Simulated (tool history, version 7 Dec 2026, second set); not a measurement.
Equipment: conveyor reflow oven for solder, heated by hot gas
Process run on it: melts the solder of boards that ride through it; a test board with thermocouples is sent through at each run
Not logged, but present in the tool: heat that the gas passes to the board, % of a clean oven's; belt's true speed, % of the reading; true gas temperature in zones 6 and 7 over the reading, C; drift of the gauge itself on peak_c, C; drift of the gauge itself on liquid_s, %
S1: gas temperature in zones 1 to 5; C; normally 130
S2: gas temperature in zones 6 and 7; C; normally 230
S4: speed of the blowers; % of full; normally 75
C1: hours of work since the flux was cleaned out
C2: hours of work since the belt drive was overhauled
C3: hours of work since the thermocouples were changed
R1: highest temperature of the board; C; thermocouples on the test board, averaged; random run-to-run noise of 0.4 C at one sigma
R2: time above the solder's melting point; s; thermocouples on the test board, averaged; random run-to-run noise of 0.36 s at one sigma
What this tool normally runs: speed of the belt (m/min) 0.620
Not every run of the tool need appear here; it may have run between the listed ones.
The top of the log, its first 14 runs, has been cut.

run 15 hour=87.2 | S1=130 S2=230 speed_of_the_belt_(m/min)=0.563 S4=75 | C1=10 C2=198 C3=452 | R1=211.4 R2=40.7
run 16 hour=92.6 | S1=130 S2=230 speed_of_the_belt_(m/min)=0.563 S4=75 | C1=14 C2=202 C3=456 | R1=211.0 R2=40.0
-- hour=100.9 flux residue cleaned out of gas plates and filters, once more
run 17 hour=104.3 | S1=131 S2=219 speed_of_the_belt_(m/min)=0.612 S4=75 | C1=3 C2=207 C3=461 | R1=202.9 R2=31.2
run 18 hour=108.3 | S1=141 S2=238 speed_of_the_belt_(m/min)=0.620 S4=63 | C1=5 C2=210 C3=464 | R1=216.4 R2=43.0
run 19 hour=113.0 | S1=129 S2=230 speed_of_the_belt_(m/min)=0.620 S4=75 | C1=9 C2=213 C3=467 | R1=211.4 R2=36.9
run 20 hour=122.5 | S1=129 S2=230 speed_of_the_belt_(m/min)=0.620 S4=75 | C1=16 C2=220 C3=474 | R1=210.7 R2=36.8
run 21 hour=131.7 | S1=129 S2=230 speed_of_the_belt_(m/min)=0.620 S4=88 | C1=23 C2=227 C3=481 | R1=214.3 R2=39.6
run 22 hour=139.7 | S1=129 S2=230 speed_of_the_belt_(m/min)=0.620 S4=88 | C1=28 C2=233 C3=487 | R1=214.3 R2=40.5
run 23 hour=147.7 | S1=143 S2=221 speed_of_the_belt_(m/min)=0.617 S4=86 | C1=34 C2=239 C3=492 | R1=208.7 R2=39.6
run 24 hour=151.9 | S1=130 S2=236 speed_of_the_belt_(m/min)=0.623 S4=52 | C1=37 C2=242 C3=495 | R1=206.7 R2=32.0
run 25 hour=159.4 | S1=138 S2=243 speed_of_the_belt_(m/min)=0.515 S4=52 | C1=43 C2=247 C3=501 | R1=222.3 R2=55.4
run 26 hour=163.5 | S1=138 S2=227 speed_of_the_belt_(m/min)=0.515 S4=71 | C1=46 C2=250 C3=504 | R1=214.8 R2=50.9
run 27 hour=168.3 | S1=138 S2=227 speed_of_the_belt_(m/min)=0.515 S4=71 | C1=49 C2=254 C3=507 | R1=214.6 R2=51.1
run 28 hour=176.1 | S1=116 S2=230 speed_of_the_belt_(m/min)=0.645 S4=75 | C1=55 C2=259 C3=513 | R1=206.1 R2=28.8
run 29 hour=184.3 | S1=128 S2=225 speed_of_the_belt_(m/min)=0.611 S4=69 | C1=61 C2=265 C3=519 | R1=204.4 R2=32.0
run 30 hour=188.4 | S1=139 S2=230 speed_of_the_belt_(m/min)=0.620 S4=75 | C1=64 C2=268 C3=522 | R1=212.7 R2=40.2
run 31 hour=197.0 | S1=139 S2=245 speed_of_the_belt_(m/min)=0.620 S4=65 | C1=70 C2=275 C3=528 | R1=222.3 R2=46.0

Below are 4 alternative next runs, each starting from the tool's condition after run 31. Predict each:
run A hour=204.5 | S1=132 S2=232 speed_of_the_belt_(m/min)=0.620 S4=65 | C1=76 C2=280 C3=534 | R1=? R2=?
run B hour=204.5 | S1=130 S2=230 speed_of_the_belt_(m/min)=0.587 S4=75 | C1=76 C2=280 C3=534 | R1=? R2=?
run C hour=204.5 | S1=139 S2=236 speed_of_the_belt_(m/min)=0.711 S4=69 | C1=76 C2=280 C3=534 | R1=? R2=?
run D hour=204.5 | S1=139 S2=218 speed_of_the_belt_(m/min)=0.620 S4=79 | C1=76 C2=280 C3=534 | R1=? R2=?

run=A R1=209.6 R2=35.7
run=B R1=213.2 R2=40.9
run=C R1=211.3 R2=33.0
run=D R1=203.0 R2=34.4
With no hidden state in the tool, these same runs would have given:
run=A R1=209.6 R2=35.7
run=B R1=213.3 R2=40.8
run=C R1=211.4 R2=33.1
run=D R1=202.9 R2=34.4
